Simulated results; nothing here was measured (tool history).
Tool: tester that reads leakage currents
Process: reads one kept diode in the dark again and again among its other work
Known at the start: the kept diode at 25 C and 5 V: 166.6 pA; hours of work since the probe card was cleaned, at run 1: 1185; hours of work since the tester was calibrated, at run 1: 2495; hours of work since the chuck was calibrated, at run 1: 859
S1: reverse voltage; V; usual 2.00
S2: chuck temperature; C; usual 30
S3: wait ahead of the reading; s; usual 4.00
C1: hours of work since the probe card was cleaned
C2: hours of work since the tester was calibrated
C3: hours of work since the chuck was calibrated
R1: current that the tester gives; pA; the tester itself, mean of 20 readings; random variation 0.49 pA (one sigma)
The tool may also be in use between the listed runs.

{"run": 1, "hour": 0.0, "S1": 2.0, "S2": 30, "S3": 4.0, "C1": 1185, "C2": 2495, "C3": 859, "R1": 183.76}
{"run": 2, "hour": 64.8, "S1": 2.0, "S2": 30, "S3": 4.0, "C1": 1220, "C2": 2531, "C3": 894, "R1": 184.48}
{"run": 3, "hour": 198.5, "S1": 2.0, "S2": 30, "S3": 4.0, "C1": 1293, "C2": 2604, "C3": 967, "R1": 186.64}
{"run": 4, "hour": 304.4, "S1": 2.0, "S2": 30, "S3": 4.0, "C1": 1351, "C2": 2662, "C3": 1025, "R1": 187.3}
{"run": 5, "hour": 386.0, "S1": 2.0, "S2": 30, "S3": 4.0, "C1": 1396, "C2": 2706, "C3": 1070, "R1": 189.44}
{"hour": 481.6, "done": "chuck's temperature calibrated"}
{"run": 6, "hour": 487.2, "S1": 2.0, "S2": 30, "S3": 4.0, "C1": 1450, "C2": 2761, "C3": 3, "R1": 163.48}
{"run": 7, "hour": 569.5, "S1": 2.0, "S2": 30, "S3": 4.0, "C1": 1495, "C2": 2806, "C3": 48, "R1": 165.39}
{"run": 8, "hour": 696.0, "S1": 2.0, "S2": 30, "S3": 4.0, "C1": 1564, "C2": 2875, "C3": 117, "R1": 167.84}
{"run": 9, "hour": 762.8, "S1": 2.0, "S2": 30, "S3": 4.0, "C1": 1601, "C2": 2911, "C3": 154, "R1": 168.06}
{"run": 10, "hour": 857.1, "S1": 2.0, "S2": 30, "S3": 4.0, "C1": 1652, "C2": 2963, "C3": 205, "R1": 169.23}
{"run": 11, "hour": 915.2, "S1": 2.0, "S2": 30, "S3": 4.0, "C1": 1684, "C2": 2995, "C3": 237, "R1": 170.86}
{"run": 12, "hour": 1015.4, "S1": 2.0, "S2": 30, "S3": 4.0, "C1": 1739, "C2": 3049, "C3": 292, "R1": 172.59}
{"run": 13, "hour": 1090.1, "S1": 1.8, "S2": 30, "S3": 4.0, "C1": 1780, "C2": 3090, "C3": 333, "R1": 163.92}
{"run": 14, "hour": 1199.1, "S1": 1.8, "S2": 30, "S3": 4.0, "C1": 1839, "C2": 3150, "C3": 392, "R1": 165.53}
{"run": 15, "hour": 1280.3, "S1": 1.8, "S2": 30, "S3": 4.0, "C1": 1884, "C2": 3194, "C3": 437, "R1": 166.01}
{"run": 16, "hour": 1366.8, "S1": 1.8, "S2": 30, "S3": 4.0, "C1": 1931, "C2": 3242, "C3": 484, "R1": 167.52}
{"run": 17, "hour": 1429.6, "S1": 1.09, "S2": 30, "S3": 4.0, "C1": 1966, "C2": 3276, "C3": 518, "R1": 126.85}
{"run": 18, "hour": 1514.7, "S1": 2.0, "S2": 60, "S3": 4.0, "C1": 2012, "C2": 3323, "C3": 565, "R1": 2243.64}
{"run": 19, "hour": 1640.8, "S1": 2.0, "S2": 60, "S3": 4.0, "C1": 2081, "C2": 3391, "C3": 634, "R1": 2267.54}
{"run": 20, "hour": 1750.7, "S1": 2.0, "S2": 30, "S3": 4.0, "C1": 2141, "C2": 3452, "C3": 694, "R1": 185.15}
{"run": 21, "hour": 1875.9, "S1": 2.0, "S2": 30, "S3": 4.0, "C1": 2210, "C2": 3520, "C3": 763, "R1": 186.85}
{"run": 22, "hour": 1998.1, "S1": 17.37, "S2": 22, "S3": 4.22, "C1": 2276, "C2": 3587, "C3": 829, "R1": 321.5}
{"run": 23, "hour": 2099.9, "S1": 17.37, "S2": 22, "S3": 4.22, "C1": 2332, "C2": 3643, "C3": 885, "R1": 325.63}
{"hour": 2108.8, "done": "tester calibrated"}
{"run": 24, "hour": 2214.8, "S1": 2.32, "S2": 52, "S3": 1.98, "C1": 2394, "C2": 58, "C3": 947, "R1": 1383.2}
{"run": 25, "hour": 2303.2, "S1": 2.32, "S2": 52, "S3": 1.98, "C1": 2442, "C2": 106, "C3": 995, "R1": 1384.62}
{"run": 26, "hour": 2392.4, "S1": 2.0, "S2": 30, "S3": 0.45, "C1": 2491, "C2": 155, "C3": 1044, "R1": 197.89}
{"run": 27, "hour": 2516.6, "S1": 2.0, "S2": 30, "S3": 0.45, "C1": 2559, "C2": 223, "C3": 1112, "R1": 199.9}
{"hour": 2529.3, "done": "chuck's temperature calibrated"}
{"run": 28, "hour": 2572.7, "S1": 4.76, "S2": 39, "S3": 0.45, "C1": 2589, "C2": 253, "C3": 24, "R1": 611.11}
{"run": 29, "hour": 2679.8, "S1": 4.76, "S2": 46, "S3": 2.88, "C1": 2647, "C2": 311, "C3": 82, "R1": 1106.92}
{"run": 30, "hour": 2756.7, "S1": 2.0, "S2": 23, "S3": 2.25, "C1": 2689, "C2": 353, "C3": 124, "R1": 89.37}
{"run": 31, "hour": 2817.5, "S1": 2.0, "S2": 21, "S3": 1.27, "C1": 2722, "C2": 386, "C3": 158, "R1": 74.97}
{"hour": 2883.6, "done": "tester calibrated, once more"}
{"run": 32, "hour": 2906.1, "S1": 4.97, "S2": 23, "S3": 1.27, "C1": 2770, "C2": 12, "C3": 205, "R1": 152.15}
{"run": 33, "hour": 2991.1, "S1": 2.83, "S2": 29, "S3": 1.6, "C1": 2816, "C2": 59, "C3": 251, "R1": 190.08}
{"run": 34, "hour": 3048.2, "S1": 2.83, "S2": 29, "S3": 1.6, "C1": 2847, "C2": 90, "C3": 283, "R1": 190.36}
{"run": 35, "hour": 3164.1, "S1": 2.83, "S2": 29, "S3": 1.6, "C1": 2911, "C2": 153, "C3": 346, "R1": 192.72}
{"run": 36, "hour": 3225.4, "S1": 2.83, "S2": 29, "S3": 1.6, "C1": 2944, "C2": 187, "C3": 380, "R1": 193.66}
{"run": 37, "hour": 3337.6, "S1": 2.0, "S2": 31, "S3": 1.07, "C1": 3006, "C2": 248, "C3": 441, "R1": 193.56}
{"run": 38, "hour": 3445.1, "S1": 2.0, "S2": 31, "S3": 1.07, "C1": 3064, "C2": 307, "C3": 500, "R1": 194.01}
{"run": 39, "hour": 3554.4, "S1": 6.83, "S2": 31, "S3": 1.69, "C1": 3124, "C2": 367, "C3": 560, "R1": 396.87}
{"run": 40, "hour": 3623.9, "S1": 16.29, "S2": 58, "S3": 4.0, "C1": 3162, "C2": 405, "C3": 598, "R1": 6140.43}

How the hidden state differs across the entries between the runs, from the last listed run before each to the first after it:
Between runs 5 and 6: chuck's temperature calibrated (hour 481.6)
  stray current of the dirty probe card, pA a volt: 1.169 -> 1.217; current scale over the true one, %: 0.9 -> 0.92; true chuck temperature over the reading, C: 1.51 -> -0.1
  measured less the result without the state, R1: +28.36 -> +2.37 pA
Between runs 23 and 24: tester calibrated (hour 2108.8)
  stray current of the dirty probe card, pA a volt: 1.981 -> 2.031; current scale over the true one, %: 1.21 -> 1.62; true chuck temperature over the reading, C: 1.43 -> 1.54
  measured less the result without the state, R1: +75.61 -> +185.31 pA
Between runs 27 and 28: chuck's temperature calibrated (hour 2529.3)
  stray current of the dirty probe card, pA a volt: 2.163 -> 2.186; current scale over the true one, %: 1.68 -> 1.69; true chuck temperature over the reading, C: 1.81 -> -0.09
  measured less the result without the state, R1: +37.19 -> +15.58 pA
Between runs 31 and 32: tester calibrated, once more (hour 2883.6)
  stray current of the dirty probe card, pA a volt: 2.3 -> 2.345; current scale over the true one, %: 1.73 -> 0; true chuck temperature over the reading, C: 0.12 -> 0.2
  measured less the result without the state, R1: +6.69 -> +14.31 pA

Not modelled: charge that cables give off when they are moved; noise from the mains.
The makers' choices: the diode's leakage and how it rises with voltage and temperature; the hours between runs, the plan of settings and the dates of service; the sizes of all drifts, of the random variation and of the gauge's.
